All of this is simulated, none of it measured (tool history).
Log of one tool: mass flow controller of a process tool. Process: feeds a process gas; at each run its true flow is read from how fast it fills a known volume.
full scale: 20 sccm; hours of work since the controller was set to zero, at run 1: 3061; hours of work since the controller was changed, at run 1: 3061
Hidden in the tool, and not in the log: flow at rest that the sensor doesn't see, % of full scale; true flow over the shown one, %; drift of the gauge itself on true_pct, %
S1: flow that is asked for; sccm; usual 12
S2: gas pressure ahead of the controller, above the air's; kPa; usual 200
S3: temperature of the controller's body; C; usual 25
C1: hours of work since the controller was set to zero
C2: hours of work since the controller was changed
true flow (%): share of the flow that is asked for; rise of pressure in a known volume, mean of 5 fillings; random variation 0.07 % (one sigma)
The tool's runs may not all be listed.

run 1 hour=0.0 | S1=12 S2=200 S3=25 | C1=3061 C2=3061 | true_flow_(%)=98.90
run 2 hour=106.0 | S1=2 S2=200 S3=25 | C1=3141 C2=3141 | true_flow_(%)=97.56
run 3 hour=200.0 | S1=2 S2=185 S3=25 | C1=3213 C2=3213 | true_flow_(%)=97.54
run 4 hour=306.0 | S1=2 S2=185 S3=25 | C1=3294 C2=3294 | true_flow_(%)=97.71
run 5 hour=413.3 | S1=2 S2=185 S3=25 | C1=3376 C2=3376 | true_flow_(%)=97.84
run 6 hour=505.4 | S1=2 S2=185 S3=25 | C1=3446 C2=3446 | true_flow_(%)=97.78
run 7 hour=624.5 | S1=12 S2=200 S3=20 | C1=3537 C2=3537 | true_flow_(%)=99.12
run 8 hour=716.9 | S1=12 S2=267 S3=20 | C1=3607 C2=3607 | true_flow_(%)=98.97
run 9 hour=806.5 | S1=12 S2=267 S3=20 | C1=3676 C2=3676 | true_flow_(%)=99.07
run 10 hour=956.0 | S1=12 S2=267 S3=20 | C1=3790 C2=3790 | true_flow_(%)=99.16
run 11 hour=1105.3 | S1=12 S2=267 S3=20 | C1=3904 C2=3904 | true_flow_(%)=99.39
run 12 hour=1210.6 | S1=3 S2=267 S3=20 | C1=3984 C2=3984 | true_flow_(%)=97.99
run 13 hour=1353.8 | S1=12 S2=200 S3=25 | C1=4093 C2=4093 | true_flow_(%)=99.78
-- hour=1418.5 gauge calibrated
run 14 hour=1418.5 | S1=12 S2=200 S3=24 | C1=4142 C2=4142 | true_flow_(%)=98.78
run 15 hour=1559.9 | S1=12 S2=200 S3=24 | C1=4250 C2=4250 | true_flow_(%)=98.88
run 16 hour=1704.1 | S1=12 S2=200 S3=23 | C1=4360 C2=4360 | true_flow_(%)=99.10
run 17 hour=1833.0 | S1=12 S2=200 S3=21 | C1=4459 C2=4459 | true_flow_(%)=99.13
run 18 hour=1929.4 | S1=8 S2=200 S3=21 | C1=4532 C2=4532 | true_flow_(%)=98.42
-- hour=1951.5 controller's zero set anew
run 19 hour=1997.8 | S1=7 S2=200 S3=21 | C1=35 C2=4584 | true_flow_(%)=98.47
run 20 hour=2105.7 | S1=2 S2=200 S3=25 | C1=118 C2=4666 | true_flow_(%)=97.84
run 21 hour=2168.5 | S1=2 S2=200 S3=23 | C1=166 C2=4714 | true_flow_(%)=97.97
run 22 hour=2267.9 | S1=5 S2=165 S3=28 | C1=241 C2=4790 | true_flow_(%)=98.65
run 23 hour=2363.5 | S1=2 S2=273 S3=28 | C1=314 C2=4863 | true_flow_(%)=97.89
run 24 hour=2501.6 | S1=2 S2=273 S3=28 | C1=420 C2=4968 | true_flow_(%)=97.91
run 25 hour=2577.0 | S1=9 S2=148 S3=33 | C1=477 C2=5026 | true_flow_(%)=99.57
run 26 hour=2702.3 | S1=9 S2=148 S3=33 | C1=573 C2=5121 | true_flow_(%)=99.78
run 27 hour=2767.3 | S1=9 S2=148 S3=33 | C1=622 C2=5171 | true_flow_(%)=99.63
run 28 hour=2886.6 | S1=2 S2=255 S3=25 | C1=713 C2=5262 | true_flow_(%)=98.36
run 29 hour=3016.4 | S1=15 S2=255 S3=25 | C1=812 C2=5361 | true_flow_(%)=100.19
run 30 hour=3087.6 | S1=15 S2=255 S3=25 | C1=867 C2=5415 | true_flow_(%)=100.30
run 31 hour=3175.1 | S1=15 S2=255 S3=25 | C1=933 C2=5482 | true_flow_(%)=100.33
run 32 hour=3240.3 | S1=4 S2=190 S3=29 | C1=983 C2=5532 | true_flow_(%)=99.12
run 33 hour=3320.1 | S1=4 S2=190 S3=29 | C1=1044 C2=5593 | true_flow_(%)=99.25
run 34 hour=3438.7 | S1=3 S2=148 S3=29 | C1=1134 C2=5683 | true_flow_(%)=99.13
run 35 hour=3586.9 | S1=3 S2=171 S3=29 | C1=1247 C2=5796 | true_flow_(%)=99.24
run 36 hour=3688.5 | S1=3 S2=171 S3=29 | C1=1325 C2=5874 | true_flow_(%)=99.23
run 37 hour=3761.2 | S1=7 S2=200 S3=25 | C1=1380 C2=5929 | true_flow_(%)=99.76
run 38 hour=3837.0 | S1=2 S2=149 S3=40 | C1=1438 C2=5987 | true_flow_(%)=99.47
run 39 hour=3934.7 | S1=3 S2=158 S3=22 | C1=1513 C2=6061 | true_flow_(%)=99.41
run 40 hour=4029.2 | S1=3 S2=158 S3=29 | C1=1585 C2=6133 | true_flow_(%)=99.55
run 41 hour=4126.6 | S1=14 S2=200 S3=25 | C1=1659 C2=6208 | true_flow_(%)=101.07

Hidden state at the last listed run before each entry between runs and at the first one after, where it differs:
Between runs 13 and 14: gauge calibrated (hour 1418.5)
  drift of the gauge itself on true_pct, %: 0.97 -> 0
  measured less the result without the state, true flow (%): +0.95 -> +0.00
Between runs 18 and 19: controller's zero set anew (hour 1951.5)
  flow at rest that the sensor doesn't see, % of full scale: -0.005 -> 0; drift of the gauge itself on true_pct, %: 0.37 -> 0.41
  measured less the result without the state, true flow (%): +0.35 -> +0.41
